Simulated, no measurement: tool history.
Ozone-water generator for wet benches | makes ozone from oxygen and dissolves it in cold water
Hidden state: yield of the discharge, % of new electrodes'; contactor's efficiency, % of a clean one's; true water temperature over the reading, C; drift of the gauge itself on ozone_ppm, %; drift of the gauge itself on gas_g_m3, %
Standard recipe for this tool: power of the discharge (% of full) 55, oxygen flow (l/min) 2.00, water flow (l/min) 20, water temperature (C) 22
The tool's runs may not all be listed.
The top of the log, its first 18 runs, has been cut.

run	day	power of the discharge (% of full)	oxygen flow (l/min)	water flow (l/min)	water temperature (C)	hours of work since the electrodes were changed	hours of work since the contactor was cleaned	hours of work since the thermometer was calibrated	dissolved ozone (ppm)	ozone in the gas ahead of the water (g/m3)
19	36.358	97	2.00	31	17	2787	496	2655	7.95	260.6
20	38.850	97	2.00	31	17	2833	543	2701	7.92	257.4
21	41.362	97	2.00	31	17	2881	590	2749	8.00	262.7
22	43.817	97	2.00	31	17	2927	637	2795	8.03	260.4
23	45.829	55	2.00	20	24	2965	674	2833	8.57	174.6
24	48.488	40	1.15	14	26	3015	724	2883	8.37	175.5
# day 50.771: water thermometer calibrated
25	51.221	40	1.15	14	26	3066	775	8	8.47	177.7
26	52.917	40	1.15	14	26	3097	807	40	8.46	176.5
27	54.621	40	1.15	14	26	3130	839	72	8.48	176.7
28	57.150	88	1.93	20	22	3177	887	120	12.00	248.1
29	59.425	88	1.93	20	22	3220	930	163	12.32	248.9
30	61.021	88	1.93	20	22	3250	960	193	12.12	250.5

Branching from run 30: 4 alternative next runs. What would each branch give?
A	62.592	82	3.58	20	26	3279	989	222	?	?
B	62.592	55	1.13	20	22	3279	989	222	?	?
C	62.592	55	2.00	15	22	3279	989	222	?	?
D	62.592	96	2.00	20	22	3279	989	222	?	?

run	dissolved ozone (ppm)	ozone in the gas ahead of the water (g/m3)
A	12.73	179.0
B	7.19	225.6
C	11.76	174.2
D	12.95	260.4
Stripped of hidden state, with their random variation kept, the same runs would have yielded:
run	dissolved ozone (ppm)	ozone in the gas ahead of the water (g/m3)
A	12.74	174.5
B	7.20	219.9
C	11.77	169.8
D	12.96	253.9
